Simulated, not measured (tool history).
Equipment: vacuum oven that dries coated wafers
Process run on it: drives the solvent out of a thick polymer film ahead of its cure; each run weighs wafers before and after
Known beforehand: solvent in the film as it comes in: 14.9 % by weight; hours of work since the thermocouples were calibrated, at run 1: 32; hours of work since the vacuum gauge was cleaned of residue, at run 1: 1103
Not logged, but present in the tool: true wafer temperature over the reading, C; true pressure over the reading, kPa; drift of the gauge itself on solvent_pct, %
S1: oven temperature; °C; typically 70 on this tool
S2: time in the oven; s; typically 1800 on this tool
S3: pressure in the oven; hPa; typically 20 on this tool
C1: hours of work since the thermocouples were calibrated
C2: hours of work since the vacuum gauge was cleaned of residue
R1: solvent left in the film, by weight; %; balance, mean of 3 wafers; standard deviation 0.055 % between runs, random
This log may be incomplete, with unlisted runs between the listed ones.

{"run": 1, "day": 0.0, "S1": 70, "S2": 1800, "S3": 20, "C1": 32, "C2": 1103, "R1": 4.36}
{"run": 2, "day": 3.646, "S1": 70, "S2": 1800, "S3": 20, "C1": 94, "C2": 1165, "R1": 4.38}
{"run": 3, "day": 6.425, "S1": 70, "S2": 1800, "S3": 20, "C1": 142, "C2": 1213, "R1": 4.35}
{"run": 4, "day": 9.788, "S1": 70, "S2": 1800, "S3": 20, "C1": 200, "C2": 1271, "R1": 4.31}
{"run": 5, "day": 12.271, "S1": 70, "S2": 1800, "S3": 20, "C1": 242, "C2": 1313, "R1": 4.24}
{"run": 6, "day": 15.958, "S1": 70, "S2": 1800, "S3": 20, "C1": 306, "C2": 1377, "R1": 4.22}
{"run": 7, "day": 19.817, "S1": 67, "S2": 1800, "S3": 20, "C1": 372, "C2": 1443, "R1": 4.79}
{"run": 8, "day": 23.55, "S1": 67, "S2": 1800, "S3": 20, "C1": 436, "C2": 1507, "R1": 4.9}
{"run": 9, "day": 27.704, "S1": 67, "S2": 1800, "S3": 33.4, "C1": 507, "C2": 1578, "R1": 5.21}
{"day": 29.458, "done": "vacuum gauge cleaned of residue and calibrated"}
{"run": 10, "day": 31.546, "S1": 70, "S2": 1800, "S3": 69.3, "C1": 572, "C2": 36, "R1": 5.65}
{"run": 11, "day": 34.188, "S1": 70, "S2": 1800, "S3": 69.3, "C1": 617, "C2": 81, "R1": 5.68}
{"run": 12, "day": 37.958, "S1": 70, "S2": 1800, "S3": 69.3, "C1": 682, "C2": 146, "R1": 5.59}
{"run": 13, "day": 39.75, "S1": 70, "S2": 2100, "S3": 20, "C1": 712, "C2": 177, "R1": 3.34}
{"run": 14, "day": 43.975, "S1": 70, "S2": 2100, "S3": 20, "C1": 785, "C2": 249, "R1": 3.41}
{"run": 15, "day": 48.054, "S1": 70, "S2": 1800, "S3": 20, "C1": 855, "C2": 319, "R1": 3.99}
{"run": 16, "day": 50.388, "S1": 70, "S2": 1800, "S3": 20, "C1": 895, "C2": 359, "R1": 3.93}
{"run": 17, "day": 52.829, "S1": 75, "S2": 1800, "S3": 20, "C1": 937, "C2": 401, "R1": 3.08}
{"run": 18, "day": 55.604, "S1": 75, "S2": 1800, "S3": 19.2, "C1": 984, "C2": 448, "R1": 3.06}
{"day": 58.575, "done": "oven's thermocouples calibrated"}
{"run": 19, "day": 60.125, "S1": 70, "S2": 1800, "S3": 20, "C1": 27, "C2": 524, "R1": 3.75}
{"run": 20, "day": 64.333, "S1": 70, "S2": 1800, "S3": 20, "C1": 99, "C2": 597, "R1": 3.82}
{"run": 21, "day": 66.796, "S1": 70, "S2": 1800, "S3": 20, "C1": 141, "C2": 639, "R1": 3.79}
{"run": 22, "day": 70.679, "S1": 70, "S2": 1800, "S3": 20, "C1": 208, "C2": 706, "R1": 3.77}
{"run": 23, "day": 74.617, "S1": 70, "S2": 1380, "S3": 20, "C1": 275, "C2": 773, "R1": 4.77}
{"run": 24, "day": 77.183, "S1": 70, "S2": 1380, "S3": 20, "C1": 319, "C2": 817, "R1": 4.77}
{"day": 78.075, "done": "oven's thermocouples calibrated, once more"}
{"run": 25, "day": 81.1, "S1": 70, "S2": 1380, "S3": 20, "C1": 52, "C2": 883, "R1": 5.42}
{"run": 26, "day": 83.946, "S1": 76, "S2": 1140, "S3": 39.2, "C1": 101, "C2": 932, "R1": 5.26}
{"run": 27, "day": 87.771, "S1": 76, "S2": 1140, "S3": 39.2, "C1": 166, "C2": 997, "R1": 5.28}
{"run": 28, "day": 91.083, "S1": 73, "S2": 1260, "S3": 29.9, "C1": 223, "C2": 1054, "R1": 5.13}
{"run": 29, "day": 95.388, "S1": 73, "S2": 1440, "S3": 29.9, "C1": 297, "C2": 1128, "R1": 4.66}
{"run": 30, "day": 98.112, "S1": 73, "S2": 3180, "S3": 46.3, "C1": 344, "C2": 1175, "R1": 2.62}
{"run": 31, "day": 101.712, "S1": 73, "S2": 3180, "S3": 46.3, "C1": 405, "C2": 1236, "R1": 2.69}
{"run": 32, "day": 104.179, "S1": 73, "S2": 3180, "S3": 46.3, "C1": 448, "C2": 1279, "R1": 2.7}
{"run": 33, "day": 107.125, "S1": 70, "S2": 1380, "S3": 20, "C1": 498, "C2": 1329, "R1": 5.22}
{"run": 34, "day": 110.967, "S1": 69, "S2": 1800, "S3": 20, "C1": 564, "C2": 1395, "R1": 4.24}
{"run": 35, "day": 113.158, "S1": 58, "S2": 2580, "S3": 12.9, "C1": 602, "C2": 1433, "R1": 4.99}
{"run": 36, "day": 115.058, "S1": 58, "S2": 2580, "S3": 12.9, "C1": 634, "C2": 1465, "R1": 4.83}
{"run": 37, "day": 118.379, "S1": 71, "S2": 1320, "S3": 46.6, "C1": 691, "C2": 1522, "R1": 5.87}
{"run": 38, "day": 121.988, "S1": 71, "S2": 1320, "S3": 46.6, "C1": 753, "C2": 1584, "R1": 5.75}
{"day": 123.362, "done": "vacuum gauge cleaned of residue and calibrated"}
{"run": 39, "day": 124.704, "S1": 71, "S2": 3120, "S3": 16.4, "C1": 799, "C2": 23, "R1": 1.72}
{"run": 40, "day": 127.783, "S1": 56, "S2": 1800, "S3": 20, "C1": 852, "C2": 76, "R1": 6.74}
{"run": 41, "day": 130.433, "S1": 56, "S2": 1800, "S3": 20, "C1": 897, "C2": 121, "R1": 6.73}
{"run": 42, "day": 133.946, "S1": 56, "S2": 1800, "S3": 20, "C1": 957, "C2": 182, "R1": 6.75}
{"run": 43, "day": 137.562, "S1": 64, "S2": 1800, "S3": 20, "C1": 1019, "C2": 244, "R1": 5.15}
{"day": 138.383, "done": "oven's thermocouples calibrated"}
{"run": 44, "day": 139.704, "S1": 60, "S2": 1080, "S3": 54.6, "C1": 23, "C2": 279, "R1": 9.46}
{"run": 45, "day": 144.0, "S1": 60, "S2": 1080, "S3": 54.6, "C1": 96, "C2": 352, "R1": 9.46}

Run 46 comes next. What will it give?
{"run": 46, "day": 146.404, "S1": 64, "S2": 1080, "S3": 54.6, "C1": 138, "C2": 394, "R1": "?"}

R1: 8.57 %
Without the tool's hidden state the same run would have given R1 8.61 %.

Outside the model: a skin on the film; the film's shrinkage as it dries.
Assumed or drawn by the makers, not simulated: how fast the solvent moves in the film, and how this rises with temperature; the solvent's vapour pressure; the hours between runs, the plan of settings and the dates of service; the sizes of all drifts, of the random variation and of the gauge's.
